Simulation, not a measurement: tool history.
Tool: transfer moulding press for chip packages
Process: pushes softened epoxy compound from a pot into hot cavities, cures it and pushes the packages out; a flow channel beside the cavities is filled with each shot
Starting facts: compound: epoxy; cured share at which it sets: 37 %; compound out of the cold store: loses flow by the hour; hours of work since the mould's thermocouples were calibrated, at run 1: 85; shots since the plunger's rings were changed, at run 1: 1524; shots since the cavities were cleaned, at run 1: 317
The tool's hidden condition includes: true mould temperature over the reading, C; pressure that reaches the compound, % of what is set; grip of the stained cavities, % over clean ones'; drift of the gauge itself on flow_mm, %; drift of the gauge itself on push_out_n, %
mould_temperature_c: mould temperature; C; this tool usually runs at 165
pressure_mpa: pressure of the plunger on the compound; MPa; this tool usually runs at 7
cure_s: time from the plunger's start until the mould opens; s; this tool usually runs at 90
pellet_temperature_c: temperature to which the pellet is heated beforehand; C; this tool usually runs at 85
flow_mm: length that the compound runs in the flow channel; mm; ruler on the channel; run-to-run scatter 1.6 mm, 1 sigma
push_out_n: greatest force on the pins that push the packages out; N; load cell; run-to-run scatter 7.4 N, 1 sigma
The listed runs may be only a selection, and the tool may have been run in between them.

| run | hour | mould_temperature_c | pressure_mpa | cure_s | pellet_temperature_c | hours of work since the mould's thermocouples were calibrated | shots since the plunger's rings were changed | shots since the cavities were cleaned | incoming compound's hours out of the cold store | flow_mm | push_out_n |
|---|---|---|---|---|---|---|---|---|---|---|---|
| 1 | 0 | 165 | 7 | 90 | 85 | 85 | 1524 | 317 | 25.3 | 515 | 415 |
|  | 34.7 | cavities cleaned with cleaning compound and waxed |
| 2 | 64.3 | 165 | 7 | 90 | 85 | 121 | 2248 | 342 | 40.2 | 474 | 401 |
|  | 102.9 | cavities cleaned with cleaning compound and waxed |
| 3 | 127 | 165 | 7 | 90 | 85 | 157 | 2953 | 277 | 39.4 | 469 | 386 |
|  | 169.3 | plunger's sealing rings changed |
|  | 170.8 | cavities cleaned with cleaning compound and waxed |
| 4 | 178 | 165 | 7 | 90 | 85 | 184 | 83 | 83 | 20.2 | 537 | 343 |
| 5 | 210 | 165 | 6.2 | 90 | 85 | 202 | 452 | 452 | 34 | 468 | 424 |
|  | 235.5 | cavities cleaned with cleaning compound and waxed |
| 6 | 275 | 165 | 7 | 90 | 76 | 239 | 1184 | 455 | 28.3 | 506 | 420 |
|  | 301.5 | cavities cleaned with cleaning compound and waxed |
| 7 | 333.4 | 165 | 7 | 90 | 76 | 272 | 1840 | 367 | 27.5 | 504 | 420 |
|  | 368.8 | cavities cleaned with cleaning compound and waxed |
| 8 | 386.4 | 165 | 7 | 90 | 76 | 302 | 2434 | 203 | 25.7 | 504 | 386 |
|  | 432.3 | cavities cleaned with cleaning compound and waxed |
| 9 | 436.7 | 165 | 7 | 90 | 76 | 330 | 2996 | 51 | 11.4 | 542 | 357 |
|  | 475.4 | plunger's sealing rings changed |
|  | 496.7 | cavities cleaned with cleaning compound and waxed |
| 10 | 513.9 | 165 | 7 | 90 | 85 | 372 | 427 | 198 | 30.8 | 503 | 374 |
|  | 561.4 | cavities cleaned with cleaning compound and waxed |
| 11 | 561.8 | 165 | 7 | 90 | 85 | 399 | 963 | 5 | 37 | 487 | 327 |
| 12 | 613.3 | 165 | 7 | 90 | 85 | 429 | 1556 | 598 | 42.2 | 474 | 454 |
|  | 623 | cavities cleaned with cleaning compound and waxed |
|  | 668.7 | mould's thermocouples calibrated |
|  | 688.7 | cavities cleaned with cleaning compound and waxed |
| 13 | 696.9 | 165 | 7 | 90 | 85 | 15 | 2463 | 95 | 32 | 490 | 340 |
|  | 754.8 | cavities cleaned with cleaning compound and waxed |
| 14 | 767.9 | 165 | 6.06 | 90 | 75 | 56 | 3264 | 151 | 42.9 | 429 | 349 |
|  | 783.8 | plunger's sealing rings changed |
|  | 821.7 | cavities cleaned with cleaning compound and waxed |
| 15 | 845.1 | 172 | 7 | 90 | 84 | 98 | 690 | 271 | 24.5 | 506 | 333 |
| 16 | 877.5 | 172 | 6.69 | 90 | 84 | 117 | 1063 | 644 | 41.3 | 453 | 386 |
|  | 886.1 | cavities cleaned with cleaning compound and waxed |
| 17 | 913.5 | 162 | 6.42 | 90 | 84 | 137 | 1461 | 316 | 11.8 | 532 | 497 |
|  | 948 | cavities cleaned with cleaning compound and waxed |
| 18 | 978.5 | 169 | 6.35 | 80 | 85 | 173 | 2193 | 352 | 27.9 | 468 | 410 |
|  | 1013.8 | cavities cleaned with cleaning compound and waxed |
| 19 | 1013.8 | 165 | 7 | 77 | 80 | 193 | 2583 | 0 | 24.1 | 510 | 424 |
|  | 1079.4 | cavities cleaned with cleaning compound and waxed |
| 20 | 1079.4 | 165 | 7 | 77 | 80 | 230 | 3322 | 0 | 45.2 | 455 | 380 |
|  | 1088.4 | plunger's sealing rings changed |
|  | 1146.7 | cavities cleaned with cleaning compound and waxed |
| 21 | 1153.9 | 165 | 7 | 77 | 80 | 271 | 738 | 82 | 36.4 | 492 | 426 |
| 22 | 1194.2 | 165 | 7 | 77 | 80 | 294 | 1203 | 547 | 15.9 | 543 | 612 |
|  | 1208.2 | cavities cleaned with cleaning compound and waxed |
| 23 | 1245.9 | 172 | 5.35 | 90 | 85 | 323 | 1782 | 434 | 24.4 | 438 | 364 |
|  | 1272.6 | cavities cleaned with cleaning compound and waxed |
| 24 | 1300.2 | 172 | 5.35 | 90 | 85 | 353 | 2390 | 317 | 26.6 | 430 | 333 |

Expected results for the next run?
|  | 1337.5 | cavities cleaned with cleaning compound and waxed |
| 25 | 1340 | 172 | 5.35 | 90 | 85 | 375 | 2832 | 29 | 45.3 | ? | ? |

flow_mm: 389 mm
push_out_n: 285 N
Minus the tool's unlogged condition, the same run would have read flow_mm 400 mm, push_out_n 267 N.

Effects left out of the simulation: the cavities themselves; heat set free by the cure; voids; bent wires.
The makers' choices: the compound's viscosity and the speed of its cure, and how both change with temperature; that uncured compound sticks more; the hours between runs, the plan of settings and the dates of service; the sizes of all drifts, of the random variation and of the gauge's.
